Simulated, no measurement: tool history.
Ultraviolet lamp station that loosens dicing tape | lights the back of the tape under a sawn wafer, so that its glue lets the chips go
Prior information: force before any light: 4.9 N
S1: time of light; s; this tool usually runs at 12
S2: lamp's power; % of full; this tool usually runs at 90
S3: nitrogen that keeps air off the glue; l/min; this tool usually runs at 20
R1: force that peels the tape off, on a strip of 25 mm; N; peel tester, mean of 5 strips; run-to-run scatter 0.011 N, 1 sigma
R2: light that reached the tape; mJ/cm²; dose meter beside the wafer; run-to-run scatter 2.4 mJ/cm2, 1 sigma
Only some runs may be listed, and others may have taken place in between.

run    hour  S1  S2  S3     R1   R2
  1     0.0  12  90  20  0.529  250
  2    57.1  12  90  20  0.539  246
  3   108.6  12  90  20  0.543  245
  4   174.0  12  90  20  0.581  238
  5   247.6  12  90  20  0.590  233
  6   283.0  12  90  20  0.621  229
  7   344.7  12  90  20  0.645  223
  8   426.4  12  90  20  0.668  215
  9   477.5  12  99  20  0.590  231
 10   516.3  12  93  22  0.646  219
 11   566.0  12  93  22  0.706  211
 12   629.6  19  89  11  0.491  309
 13   676.2  16  80  39  0.498  231
 14   751.2  16  68  39  0.685  190
 15   801.5  14  75  27  0.809  179
 16   845.7  10  90   8  1.331  163
 17   921.0  10  90   8  1.363  156
 18  1002.6  12  77   7  1.502  150

Taken out of this log: 1 entry between the listed runs. Where each belongs, and how the hidden state differs across it:
Logged between run 15 and run 16: window cleaned of glue's vapour (hour 834.3)
  lamp's light, % of a new lamp's: 73.4 -> 72.3; light that the window lets through, % of a clean one's: 93.6 -> 99.7
  measured minus no-state result, R1: +0.357 -> +0.473 N; R2: -82 -> -62 mJ/cm²

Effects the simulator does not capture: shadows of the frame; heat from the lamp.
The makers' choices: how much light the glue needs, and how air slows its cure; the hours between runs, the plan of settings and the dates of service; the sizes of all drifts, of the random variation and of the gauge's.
